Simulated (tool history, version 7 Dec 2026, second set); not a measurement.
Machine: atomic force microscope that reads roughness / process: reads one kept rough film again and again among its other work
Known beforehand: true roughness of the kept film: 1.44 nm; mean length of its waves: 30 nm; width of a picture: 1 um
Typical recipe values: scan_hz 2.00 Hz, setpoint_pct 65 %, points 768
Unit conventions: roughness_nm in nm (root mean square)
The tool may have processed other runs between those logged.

| run | hour | scan_hz | setpoint_pct | points | roughness_nm |
|---|---|---|---|---|---|
| 1 | 0.0 | 2.00 | 65 | 768 | 1.297 |
| 2 | 60.6 | 2.00 | 65 | 768 | 1.304 |
| 3 | 98.5 | 2.00 | 65 | 768 | 1.296 |
|  | 128.1 | new tip fitted |
| 4 | 150.5 | 2.00 | 56 | 768 | 1.338 |
| 5 | 200.5 | 2.00 | 56 | 768 | 1.345 |
| 6 | 237.3 | 1.59 | 56 | 768 | 1.349 |
| 7 | 314.0 | 1.59 | 64 | 768 | 1.321 |
|  | 331.8 | new tip fitted |
|  | 361.1 | height scale calibrated on a step standard |
| 8 | 369.7 | 2.00 | 59 | 606 | 1.329 |
| 9 | 423.7 | 1.29 | 79 | 668 | 1.274 |
| 10 | 471.2 | 0.57 | 79 | 668 | 1.336 |

4 ways to go on from here, each from the tool as it stands after run 10. What would each give?
| A | 530.1 | 0.57 | 74 | 920 | ? |
| B | 530.1 | 2.00 | 56 | 696 | ? |
| C | 530.1 | 1.44 | 79 | 668 | ? |
| D | 530.1 | 0.64 | 90 | 668 | ? |

| run | roughness_nm |
|---|---|
| A | 1.346 |
| B | 1.339 |
| C | 1.254 |
| D | 1.287 |
With the hidden condition removed and each run's random variation left untouched, the same runs would have given:
| run | roughness_nm |
|---|---|
| A | 1.350 |
| B | 1.344 |
| C | 1.258 |
| D | 1.291 |
